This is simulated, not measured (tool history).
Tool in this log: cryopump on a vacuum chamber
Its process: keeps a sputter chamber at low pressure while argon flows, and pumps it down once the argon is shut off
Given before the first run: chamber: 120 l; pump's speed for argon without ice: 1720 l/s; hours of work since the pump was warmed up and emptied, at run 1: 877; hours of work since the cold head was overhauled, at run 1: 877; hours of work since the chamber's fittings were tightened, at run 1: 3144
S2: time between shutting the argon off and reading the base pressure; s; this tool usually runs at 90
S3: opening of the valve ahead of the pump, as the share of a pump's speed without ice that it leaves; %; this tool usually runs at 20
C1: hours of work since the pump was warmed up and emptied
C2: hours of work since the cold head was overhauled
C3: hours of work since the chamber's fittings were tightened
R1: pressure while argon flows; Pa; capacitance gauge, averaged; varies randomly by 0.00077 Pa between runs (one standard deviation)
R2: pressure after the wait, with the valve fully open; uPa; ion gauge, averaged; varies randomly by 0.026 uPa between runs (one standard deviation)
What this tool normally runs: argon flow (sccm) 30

{"run": 1, "hour": 0.0, "argon flow (sccm)": 30, "S2": 90, "S3": 20, "C1": 877, "C2": 877, "C3": 3144, "R1": 0.1568, "R2": 3.03}
{"run": 2, "hour": 13.4, "argon flow (sccm)": 30, "S2": 90, "S3": 20, "C1": 888, "C2": 888, "C3": 3155, "R1": 0.1577, "R2": 3.14}
{"run": 3, "hour": 25.5, "argon flow (sccm)": 30, "S2": 90, "S3": 20, "C1": 897, "C2": 897, "C3": 3165, "R1": 0.1554, "R2": 3.14}
{"run": 4, "hour": 44.8, "argon flow (sccm)": 30, "S2": 90, "S3": 18, "C1": 913, "C2": 913, "C3": 3180, "R1": 0.1729, "R2": 3.13}
{"hour": 64.4, "done": "pump warmed up, emptied and cooled again"}
{"run": 5, "hour": 72.7, "argon flow (sccm)": 19, "S2": 90, "S3": 20, "C1": 7, "C2": 931, "C3": 3199, "R1": 0.0932, "R2": 2.63}
{"run": 6, "hour": 84.5, "argon flow (sccm)": 19, "S2": 90, "S3": 20, "C1": 16, "C2": 941, "C3": 3208, "R1": 0.0936, "R2": 2.68}
{"run": 7, "hour": 106.1, "argon flow (sccm)": 19, "S2": 90, "S3": 20, "C1": 34, "C2": 958, "C3": 3226, "R1": 0.0938, "R2": 2.65}
{"hour": 110.1, "done": "leaking fittings of the chamber tightened, without venting"}
{"run": 8, "hour": 123.2, "argon flow (sccm)": 12, "S2": 90, "S3": 20, "C1": 46, "C2": 970, "C3": 11, "R1": 0.0587, "R2": 1.08}
{"run": 9, "hour": 136.9, "argon flow (sccm)": 12, "S2": 90, "S3": 20, "C1": 57, "C2": 981, "C3": 22, "R1": 0.0583, "R2": 1.13}
{"run": 10, "hour": 153.9, "argon flow (sccm)": 12, "S2": 90, "S3": 47, "C1": 70, "C2": 995, "C3": 35, "R1": 0.0261, "R2": 1.13}
{"run": 11, "hour": 173.4, "argon flow (sccm)": 12, "S2": 90, "S3": 47, "C1": 86, "C2": 1011, "C3": 51, "R1": 0.0244, "R2": 1.09}
{"run": 12, "hour": 193.1, "argon flow (sccm)": 12, "S2": 24, "S3": 49, "C1": 102, "C2": 1026, "C3": 67, "R1": 0.0249, "R2": 3.56}
{"run": 13, "hour": 218.6, "argon flow (sccm)": 47, "S2": 44, "S3": 56, "C1": 122, "C2": 1047, "C3": 87, "R1": 0.0844, "R2": 2.09}
{"run": 14, "hour": 229.9, "argon flow (sccm)": 30, "S2": 22, "S3": 20, "C1": 131, "C2": 1056, "C3": 96, "R1": 0.1486, "R2": 3.83}
{"run": 15, "hour": 255.6, "argon flow (sccm)": 30, "S2": 90, "S3": 21, "C1": 152, "C2": 1077, "C3": 117, "R1": 0.1415, "R2": 1.14}

Below are 4 alternative next runs, each starting from the tool's condition after run 15. Predict each:
{"run": "A", "hour": 277.0, "argon flow (sccm)": 55, "S2": 90, "S3": 49, "C1": 169, "C2": 1094, "C3": 134, "R1": "?", "R2": "?"}
{"run": "B", "hour": 277.0, "argon flow (sccm)": 14, "S2": 42, "S3": 27, "C1": 169, "C2": 1094, "C3": 134, "R1": "?", "R2": "?"}
{"run": "C", "hour": 277.0, "argon flow (sccm)": 30, "S2": 25, "S3": 23, "C1": 169, "C2": 1094, "C3": 134, "R1": "?", "R2": "?"}
{"run": "D", "hour": 277.0, "argon flow (sccm)": 20, "S2": 143, "S3": 27, "C1": 169, "C2": 1094, "C3": 134, "R1": "?", "R2": "?"}

run=A R1=0.1129 R2=1.15
run=B R1=0.0522 R2=2.13
run=C R1=0.1294 R2=3.46
run=D R1=0.0736 R2=0.82
With the hidden condition removed and each run's random variation left untouched, the same runs would have given:
run=A R1=0.1099 R2=1.05
run=B R1=0.0515 R2=2.04
run=C R1=0.1278 R2=3.36
run=D R1=0.0725 R2=0.73

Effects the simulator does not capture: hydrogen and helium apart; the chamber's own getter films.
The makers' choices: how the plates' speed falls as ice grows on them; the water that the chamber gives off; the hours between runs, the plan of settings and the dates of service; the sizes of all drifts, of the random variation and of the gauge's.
